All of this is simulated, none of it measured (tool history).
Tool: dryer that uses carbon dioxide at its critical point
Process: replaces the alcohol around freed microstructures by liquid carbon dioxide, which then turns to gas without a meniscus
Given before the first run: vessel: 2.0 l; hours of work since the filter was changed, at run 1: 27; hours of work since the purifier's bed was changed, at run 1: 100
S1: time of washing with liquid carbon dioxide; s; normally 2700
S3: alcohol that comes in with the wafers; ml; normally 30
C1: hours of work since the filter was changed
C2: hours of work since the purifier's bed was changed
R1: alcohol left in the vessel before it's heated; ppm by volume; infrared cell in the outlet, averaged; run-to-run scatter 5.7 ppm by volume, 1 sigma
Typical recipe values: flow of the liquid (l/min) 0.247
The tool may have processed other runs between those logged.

{"run": 1, "hour": 0.0, "S1": 2700, "flow of the liquid (l/min)": 0.247, "S3": 30, "C1": 27, "C2": 100, "R1": 202}
{"run": 2, "hour": 10.7, "S1": 2700, "flow of the liquid (l/min)": 0.247, "S3": 30, "C1": 34, "C2": 106, "R1": 204}
{"run": 3, "hour": 16.7, "S1": 2700, "flow of the liquid (l/min)": 0.247, "S3": 30, "C1": 37, "C2": 110, "R1": 203}
{"run": 4, "hour": 25.5, "S1": 2700, "flow of the liquid (l/min)": 0.247, "S3": 30, "C1": 42, "C2": 115, "R1": 205}
{"run": 5, "hour": 34.3, "S1": 2700, "flow of the liquid (l/min)": 0.247, "S3": 30, "C1": 48, "C2": 120, "R1": 212}
{"run": 6, "hour": 42.2, "S1": 2700, "flow of the liquid (l/min)": 0.247, "S3": 30, "C1": 52, "C2": 125, "R1": 220}
{"run": 7, "hour": 51.6, "S1": 2700, "flow of the liquid (l/min)": 0.247, "S3": 30, "C1": 58, "C2": 130, "R1": 214}
{"run": 8, "hour": 60.0, "S1": 2700, "flow of the liquid (l/min)": 0.247, "S3": 30, "C1": 63, "C2": 135, "R1": 212}
{"run": 9, "hour": 68.0, "S1": 2700, "flow of the liquid (l/min)": 0.247, "S3": 30, "C1": 68, "C2": 140, "R1": 224}
{"run": 10, "hour": 75.8, "S1": 2700, "flow of the liquid (l/min)": 0.247, "S3": 30, "C1": 72, "C2": 145, "R1": 225}
{"run": 11, "hour": 85.8, "S1": 2700, "flow of the liquid (l/min)": 0.247, "S3": 30, "C1": 78, "C2": 150, "R1": 235}
{"run": 12, "hour": 95.2, "S1": 2700, "flow of the liquid (l/min)": 0.247, "S3": 30, "C1": 84, "C2": 156, "R1": 232}
{"run": 13, "hour": 100.8, "S1": 2700, "flow of the liquid (l/min)": 0.247, "S3": 33, "C1": 87, "C2": 159, "R1": 252}
{"run": 14, "hour": 106.0, "S1": 2700, "flow of the liquid (l/min)": 0.247, "S3": 33, "C1": 90, "C2": 162, "R1": 245}
{"run": 15, "hour": 110.9, "S1": 2700, "flow of the liquid (l/min)": 0.247, "S3": 33, "C1": 93, "C2": 165, "R1": 244}
{"run": 16, "hour": 119.5, "S1": 2700, "flow of the liquid (l/min)": 0.247, "S3": 33, "C1": 98, "C2": 170, "R1": 257}
{"run": 17, "hour": 125.7, "S1": 2700, "flow of the liquid (l/min)": 0.276, "S3": 30, "C1": 102, "C2": 174, "R1": 151}
{"run": 18, "hour": 131.2, "S1": 2700, "flow of the liquid (l/min)": 0.269, "S3": 30, "C1": 105, "C2": 177, "R1": 169}
{"run": 19, "hour": 136.0, "S1": 2940, "flow of the liquid (l/min)": 0.247, "S3": 30, "C1": 108, "C2": 180, "R1": 170}
{"run": 20, "hour": 145.2, "S1": 2160, "flow of the liquid (l/min)": 0.234, "S3": 43, "C1": 113, "C2": 185, "R1": 899}
{"run": 21, "hour": 152.7, "S1": 2160, "flow of the liquid (l/min)": 0.234, "S3": 43, "C1": 117, "C2": 190, "R1": 904}
{"run": 22, "hour": 161.6, "S1": 4020, "flow of the liquid (l/min)": 0.252, "S3": 56, "C1": 123, "C2": 195, "R1": 65}
{"run": 23, "hour": 169.8, "S1": 4020, "flow of the liquid (l/min)": 0.252, "S3": 56, "C1": 128, "C2": 200, "R1": 68}
{"run": 24, "hour": 174.9, "S1": 4020, "flow of the liquid (l/min)": 0.252, "S3": 56, "C1": 131, "C2": 203, "R1": 76}
{"run": 25, "hour": 182.0, "S1": 2160, "flow of the liquid (l/min)": 0.367, "S3": 95, "C1": 135, "C2": 207, "R1": 295}
{"run": 26, "hour": 188.9, "S1": 2160, "flow of the liquid (l/min)": 0.367, "S3": 95, "C1": 139, "C2": 211, "R1": 297}
{"run": 27, "hour": 198.0, "S1": 2160, "flow of the liquid (l/min)": 0.367, "S3": 95, "C1": 144, "C2": 217, "R1": 304}
{"run": 28, "hour": 205.8, "S1": 2700, "flow of the liquid (l/min)": 0.247, "S3": 36, "C1": 149, "C2": 221, "R1": 300}
{"run": 29, "hour": 215.0, "S1": 2700, "flow of the liquid (l/min)": 0.247, "S3": 36, "C1": 154, "C2": 227, "R1": 316}
{"run": 30, "hour": 225.3, "S1": 2700, "flow of the liquid (l/min)": 0.247, "S3": 36, "C1": 160, "C2": 233, "R1": 324}
{"run": 31, "hour": 232.5, "S1": 2940, "flow of the liquid (l/min)": 0.247, "S3": 34, "C1": 165, "C2": 237, "R1": 205}
{"run": 32, "hour": 237.1, "S1": 3720, "flow of the liquid (l/min)": 0.247, "S3": 30, "C1": 167, "C2": 240, "R1": 83}
{"run": 33, "hour": 241.9, "S1": 1860, "flow of the liquid (l/min)": 0.243, "S3": 74, "C1": 170, "C2": 242, "R1": 2253}

Here are 3 independent what-if runs from the current tool condition. What would each one return?
{"run": "A", "hour": 252.8, "S1": 4200, "flow of the liquid (l/min)": 0.247, "S3": 29, "C1": 176, "C2": 249, "R1": "?"}
{"run": "B", "hour": 252.8, "S1": 3540, "flow of the liquid (l/min)": 0.178, "S3": 60, "C1": 176, "C2": 249, "R1": "?"}
{"run": "C", "hour": 252.8, "S1": 1800, "flow of the liquid (l/min)": 0.247, "S3": 30, "C1": 176, "C2": 249, "R1": "?"}

run=A R1=50
run=B R1=694
run=C R1=985
With the hidden condition removed and each run's random variation left untouched, the same runs would have given:
run=A R1=13
run=B R1=511
run=C R1=789

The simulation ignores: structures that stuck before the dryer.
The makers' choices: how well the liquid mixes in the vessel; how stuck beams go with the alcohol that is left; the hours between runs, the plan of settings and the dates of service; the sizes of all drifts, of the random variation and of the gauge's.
